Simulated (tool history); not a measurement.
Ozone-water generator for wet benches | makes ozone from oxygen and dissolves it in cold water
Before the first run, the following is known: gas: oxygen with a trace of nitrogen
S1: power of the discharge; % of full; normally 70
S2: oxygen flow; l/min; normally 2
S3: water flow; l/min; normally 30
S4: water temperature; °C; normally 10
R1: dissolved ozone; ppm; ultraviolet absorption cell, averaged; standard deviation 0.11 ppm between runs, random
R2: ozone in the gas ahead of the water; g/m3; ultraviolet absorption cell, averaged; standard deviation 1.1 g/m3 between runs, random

Run 1, hour 0: usual settings. Result: R1 9 ppm, R2 191 g/m3.
Run 2, hour 25.9: usual settings but S2 1.08 l/min. Result: R1 6.6 ppm, R2 243.6 g/m3.
Run 3, hour 58: usual settings but S2 1.08 l/min. Result: R1 6.6 ppm, R2 242.2 g/m3.
Run 4, hour 92.8: usual settings but S2 1.08 l/min. Result: R1 6.5 ppm, R2 242.8 g/m3.
Run 5, hour 132.1: usual settings but S2 1.08 l/min. Result: R1 6.5 ppm, R2 240.7 g/m3.
Run 6, hour 169.1: usual settings but S1 57 % of full. Result: R1 7.7 ppm, R2 165.1 g/m3.
Run 7, hour 200.3: usual settings but S1 57 % of full. Result: R1 7.8 ppm, R2 164.7 g/m3.
Run 8, hour 244.2: usual settings but S1 57 % of full. Result: R1 7.9 ppm, R2 164.1 g/m3.
Run 9, hour 269.7: usual settings but S1 62 % of full, S2 3.45 l/min, S3 45 l/min, S4 7 °C. Result: R1 7.2 ppm, R2 141 g/m3.
Run 10, hour 309.3: usual settings but S1 62 % of full, S2 3.45 l/min, S3 45 l/min, S4 7 °C. Result: R1 7.1 ppm, R2 140.2 g/m3.
At hour 317.5: contactor cleaned.
Run 11, hour 332.5: usual settings but S1 60 % of full, S2 1.3 l/min, S3 45 l/min, S4 7 °C. Result: R1 4.2 ppm, R2 201.6 g/m3.
Run 12, hour 364: usual settings but S3 23 l/min, S4 17 °C. Result: R1 10.8 ppm, R2 189.6 g/m3.
Run 13, hour 406.4: usual settings but S1 64 % of full, S2 2.76 l/min, S3 36 l/min, S4 6 °C. Result: R1 7.9 ppm, R2 156.6 g/m3.
Run 14, hour 448.6: usual settings but S1 72 % of full, S2 3.14 l/min, S3 34 l/min, S4 12 °C. Result: R1 9.8 ppm, R2 161.4 g/m3.
Run 15, hour 480: usual settings but S1 72 % of full, S2 3.14 l/min, S3 34 l/min, S4 12 °C. Result: R1 9.5 ppm, R2 163.5 g/m3.
Run 16, hour 499.8: usual settings but S1 72 % of full, S2 3.14 l/min, S3 34 l/min, S4 12 °C. Result: R1 9.4 ppm, R2 162.4 g/m3.

4 ways to go on from here, each from the tool as it stands after run 16. What would each give?
Run A, hour 534.4: usual settings but S1 48 % of full, S2 1.41 l/min, S3 34 l/min, S4 13 °C. Result: R1 ?, R2 ?.
Run B, hour 534.4: usual settings but S2 1.06 l/min. Result: R1 ?, R2 ?.
Run C, hour 534.4: usual settings but S2 1.17 l/min, S4 6 °C. Result: R1 ?, R2 ?.
Run D, hour 534.4: usual settings but S1 78 % of full, S4 8 °C. Result: R1 ?, R2 ?.

run   R1     R2
  A    5  163.8
  B  6.3  242.1
  C  6.8  232.8
  D  9.6  204.1
With no hidden state in the tool, these same runs would have given:
run    R1     R2
  A   5.3  166.1
  B   6.8  246.9
  C   7.4  237.4
  D  10.4  208.5

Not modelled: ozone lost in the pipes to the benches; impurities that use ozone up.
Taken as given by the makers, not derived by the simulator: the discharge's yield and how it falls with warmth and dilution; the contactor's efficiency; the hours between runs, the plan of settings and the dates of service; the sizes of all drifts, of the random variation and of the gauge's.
